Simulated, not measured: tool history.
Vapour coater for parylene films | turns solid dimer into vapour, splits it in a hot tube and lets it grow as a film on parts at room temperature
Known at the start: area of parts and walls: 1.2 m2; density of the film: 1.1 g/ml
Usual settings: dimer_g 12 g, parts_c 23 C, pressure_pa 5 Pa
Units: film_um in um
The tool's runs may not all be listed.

run	hour	dimer_g	parts_c	pressure_pa	film_um
1	0	12	23	5	6.39
2	11.7	12	23	5	6.37
3	30.1	12	23	5	6.32
4	45	9	23	5	4.75
5	60.8	12	23	3.48	6.78
6	75.7	8	23	5	4.18
7	91.1	9	23	5	4.72
8	115.4	9	23	5	4.72
9	130.9	9	23	5	4.7
10	156.7	9	23	5	4.71
11	179.2	9	23	5	4.71
12	202.2	9	23	5	4.7
13	215.8	9	23	5	4.67
14	241.6	12	23	5	6.25
15	268.3	12	23	8.35	5.68
16	287.1	12	23	8.35	5.66
# hour 313.8: trap's valve overhauled
17	315.9	12	23	8.35	6.13
18	334.6	12	23	5	6.74
19	349.7	13	23	5	7.24
20	370.8	13	23	5	7.25
21	391.7	13	23	5	7.25
22	418.7	13	23	5	7.27
23	432.7	12	23	5	6.68
24	456.8	12	23	5	6.68
25	476.4	13	29	9.76	5.17
26	491.4	7	29	3.63	3.32
27	510.6	15	29	2.49	7.59
28	529.8	7	21	2.49	4.71
29	554.4	19	19	4.79	12.22
30	572.1	16	21	5	9.47
31	589.9	16	21	5	9.55
32	612.2	6	31	2.62	2.78

The next listed run, before its measurement:
# hour 615.3: table's thermometer calibrated
33	630	8	18	5	?

Run 33 gave film_um 5.25 um.
Without the tool's hidden state the same run would have given film_um 5.35 um.
